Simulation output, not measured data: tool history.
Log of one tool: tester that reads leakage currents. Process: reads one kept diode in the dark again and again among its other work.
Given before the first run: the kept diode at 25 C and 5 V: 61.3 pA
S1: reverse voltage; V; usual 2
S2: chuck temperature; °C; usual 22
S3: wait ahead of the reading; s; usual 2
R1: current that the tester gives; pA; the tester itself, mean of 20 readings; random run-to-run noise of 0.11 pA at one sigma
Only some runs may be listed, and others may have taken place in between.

run,day,S1,S2,S3,R1
1,0,2,22,2,33.64
2,2.967,2,22,2,33.78
3,7.912,2,22,2,33.55
4,11.567,11.98,22,2,66.17
5,18.358,11.98,22,2,66.01
6,24.592,11.98,22,2,65.8
7,31.104,2,22,2,33.64
# day 34.383: chuck's temperature calibrated
8,37.962,2,22,2,33.48
9,42.446,2,22,0.85,33.91
10,45.583,2,23,2,36.98
11,49.446,2,22,2,33.65
12,53.838,2,22,2,33.72
13,58.221,2,22,2,33.76
14,64.788,2,22,2,33.59
15,72.029,2,22,2,33.59
16,77.892,2,22,2,33.93
17,84.058,2,22,2,33.73
18,90.358,2,22,2,33.48
19,97.496,2,20,4.61,27.94
20,101.046,4.08,24,5.79,52.33
21,107.962,16.17,25,0.56,103.43
# day 113.962: chuck's temperature calibrated
22,114.288,8.48,48,2.3,517.27

Some steps in R1, run to run, broken into two amounts with sign: the step expected even without the hidden condition (settings, incoming material, random variation), and the rest, left for the hidden condition together with whatever gauge scatter is not in both the measured and the hidden-condition-free result:
The hidden state here: stray current of the dirty probe card, pA a volt; current scale over the true one, %; true chuck temperature over the reading, C; drift of the gauge itself on leakage_pa, %.
Run 7 -> 8: chuck's temperature calibrated. R1 -0.16 pA: hidden state +0.05, all else -0.21.
Run 20 -> 21: S1 4.08 -> 16.17, S2 24 -> 25, S3 5.79 -> 0.56. R1 +51.1 pA: hidden state -0.04, all else +51.14.
Run 21 -> 22: S1 16.17 -> 8.48, S2 25 -> 48, S3 0.56 -> 2.3, chuck's temperature calibrated. R1 +413.84 pA: hidden state +0.19, all else +413.65.
